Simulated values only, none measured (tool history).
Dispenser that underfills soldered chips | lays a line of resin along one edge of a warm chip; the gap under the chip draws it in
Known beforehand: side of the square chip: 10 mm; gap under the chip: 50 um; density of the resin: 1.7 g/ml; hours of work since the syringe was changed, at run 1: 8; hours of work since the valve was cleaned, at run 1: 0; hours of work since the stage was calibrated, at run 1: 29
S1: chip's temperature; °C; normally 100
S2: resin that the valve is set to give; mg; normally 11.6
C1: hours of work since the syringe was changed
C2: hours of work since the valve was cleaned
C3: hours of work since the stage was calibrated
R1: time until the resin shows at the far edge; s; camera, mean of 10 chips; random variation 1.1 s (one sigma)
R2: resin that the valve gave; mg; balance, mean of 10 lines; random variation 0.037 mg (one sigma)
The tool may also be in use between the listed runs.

{"run": 1, "hour": 0.0, "S1": 100, "S2": 11.6, "C1": 8, "C2": 0, "C3": 29, "R1": 145.8, "R2": 11.6}
{"hour": 1.3, "done": "new syringe of resin"}
{"run": 2, "hour": 13.6, "S1": 100, "S2": 11.6, "C1": 8, "C2": 9, "C3": 37, "R1": 145.8, "R2": 11.58}
{"hour": 14.9, "done": "new syringe of resin"}
{"run": 3, "hour": 23.4, "S1": 100, "S2": 11.6, "C1": 6, "C2": 15, "C3": 44, "R1": 130.4, "R2": 11.52}
{"hour": 28.2, "done": "new syringe of resin"}
{"run": 4, "hour": 32.0, "S1": 106, "S2": 11.6, "C1": 3, "C2": 21, "C3": 49, "R1": 92.6, "R2": 11.49}
{"run": 5, "hour": 40.7, "S1": 106, "S2": 11.6, "C1": 8, "C2": 27, "C3": 55, "R1": 120.8, "R2": 11.43}
{"hour": 42.4, "done": "new syringe of resin"}
{"run": 6, "hour": 49.8, "S1": 106, "S2": 11.6, "C1": 5, "C2": 32, "C3": 61, "R1": 105.4, "R2": 11.29}
{"hour": 56.1, "done": "new syringe of resin"}
{"run": 7, "hour": 63.3, "S1": 100, "S2": 11.8, "C1": 5, "C2": 41, "C3": 70, "R1": 125.7, "R2": 11.37}
{"hour": 69.9, "done": "new syringe of resin"}
{"run": 8, "hour": 78.8, "S1": 100, "S2": 11.6, "C1": 6, "C2": 51, "C3": 80, "R1": 136.7, "R2": 11.16}
{"hour": 83.4, "done": "new syringe of resin"}
{"hour": 84.4, "done": "dispensing valve cleaned and set on the balance"}
{"run": 9, "hour": 92.8, "S1": 100, "S2": 11.6, "C1": 6, "C2": 6, "C3": 88, "R1": 132.3, "R2": 11.59}
{"hour": 98.8, "done": "new syringe of resin"}
{"run": 10, "hour": 105.1, "S1": 113, "S2": 11.6, "C1": 4, "C2": 14, "C3": 96, "R1": 77.5, "R2": 11.46}
{"hour": 112.2, "done": "new syringe of resin"}
{"run": 11, "hour": 113.3, "S1": 109, "S2": 11.6, "C1": 1, "C2": 19, "C3": 102, "R1": 78.7, "R2": 11.35}
{"hour": 125.6, "done": "new syringe of resin"}
{"run": 12, "hour": 128.9, "S1": 109, "S2": 11.6, "C1": 2, "C2": 29, "C3": 112, "R1": 84.6, "R2": 11.29}
{"hour": 138.9, "done": "new syringe of resin"}
{"run": 13, "hour": 138.9, "S1": 109, "S2": 11.6, "C1": 0, "C2": 36, "C3": 118, "R1": 77.7, "R2": 11.29}
{"run": 14, "hour": 150.6, "S1": 109, "S2": 11.6, "C1": 8, "C2": 43, "C3": 126, "R1": 106.6, "R2": 11.23}
{"hour": 152.8, "done": "new syringe of resin"}
{"run": 15, "hour": 159.2, "S1": 87, "S2": 13.8, "C1": 4, "C2": 49, "C3": 132, "R1": 202.4, "R2": 13.27}
{"hour": 165.9, "done": "new syringe of resin"}
{"hour": 168.1, "done": "dispensing valve cleaned and set on the balance"}
{"run": 16, "hour": 171.8, "S1": 110, "S2": 14.7, "C1": 3, "C2": 2, "C3": 139, "R1": 81.8, "R2": 14.62}

What does the tool deliver on the next run?
{"hour": 180.2, "done": "new syringe of resin"}
{"run": 17, "hour": 182.0, "S1": 105, "S2": 12.4, "C1": 1, "C2": 9, "C3": 146, "R1": "?", "R2": "?"}

R1: 91.7 s
R2: 12.34 mg
With the hidden condition absent and the run-to-run variation left alone, this run would have shown R1 87.2 s, R2 12.47 mg.
